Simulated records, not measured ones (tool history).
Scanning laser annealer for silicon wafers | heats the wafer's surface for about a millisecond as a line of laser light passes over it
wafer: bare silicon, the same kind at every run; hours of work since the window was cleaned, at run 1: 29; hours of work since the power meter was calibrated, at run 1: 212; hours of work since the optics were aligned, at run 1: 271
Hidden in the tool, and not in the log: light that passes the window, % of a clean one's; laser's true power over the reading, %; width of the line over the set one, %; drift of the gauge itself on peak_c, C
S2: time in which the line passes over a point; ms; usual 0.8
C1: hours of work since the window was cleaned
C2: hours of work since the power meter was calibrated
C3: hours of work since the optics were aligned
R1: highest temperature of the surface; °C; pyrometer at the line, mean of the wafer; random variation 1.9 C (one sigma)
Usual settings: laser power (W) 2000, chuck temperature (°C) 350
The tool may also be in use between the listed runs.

Run 1, hour 0: usual settings; C1 29; C2 212; C3 271. Result: R1 1132 °C.
Run 2, hour 8.2: usual settings; C1 35; C2 218; C3 276. Result: R1 1127 °C.
Run 3, hour 18.2: usual settings but chuck temperature (°C) 385; C1 41; C2 224; C3 283. Result: R1 1169 °C.
Run 4, hour 23.9: usual settings but chuck temperature (°C) 385; C1 45; C2 228; C3 287. Result: R1 1168 °C.
Run 5, hour 34.1: usual settings; C1 52; C2 235; C3 293. Result: R1 1136 °C.
Run 6, hour 42.7: usual settings; C1 57; C2 240; C3 299. Result: R1 1134 °C.
Run 7, hour 53.4: usual settings; C1 64; C2 247; C3 306. Result: R1 1132 °C.
Run 8, hour 63.4: usual settings but laser power (W) 1974; C1 71; C2 254; C3 313. Result: R1 1120 °C.
Run 9, hour 74.4: usual settings but laser power (W) 1974; C1 78; C2 261; C3 320. Result: R1 1119 °C.
Run 10, hour 84.7: usual settings but laser power (W) 1974; C1 85; C2 268; C3 327. Result: R1 1121 °C.
Run 11, hour 93.2: usual settings but laser power (W) 2020; C1 90; C2 273; C3 332. Result: R1 1142 °C.
Run 12, hour 99.5: usual settings but laser power (W) 2020; C1 94; C2 278; C3 336. Result: R1 1141 °C.
Run 13, hour 108.2: usual settings but laser power (W) 2020; C1 100; C2 283; C3 342. Result: R1 1145 °C.

Run 14 comes next. What will it give?
Run 14, hour 116.7: usual settings but laser power (W) 1707, chuck temperature (°C) 340; C1 106; C2 289; C3 348. Result: R1 ?.

Run 14 gave R1 973 °C.
Without the tool's hidden state the same run would have given R1 974 °C.
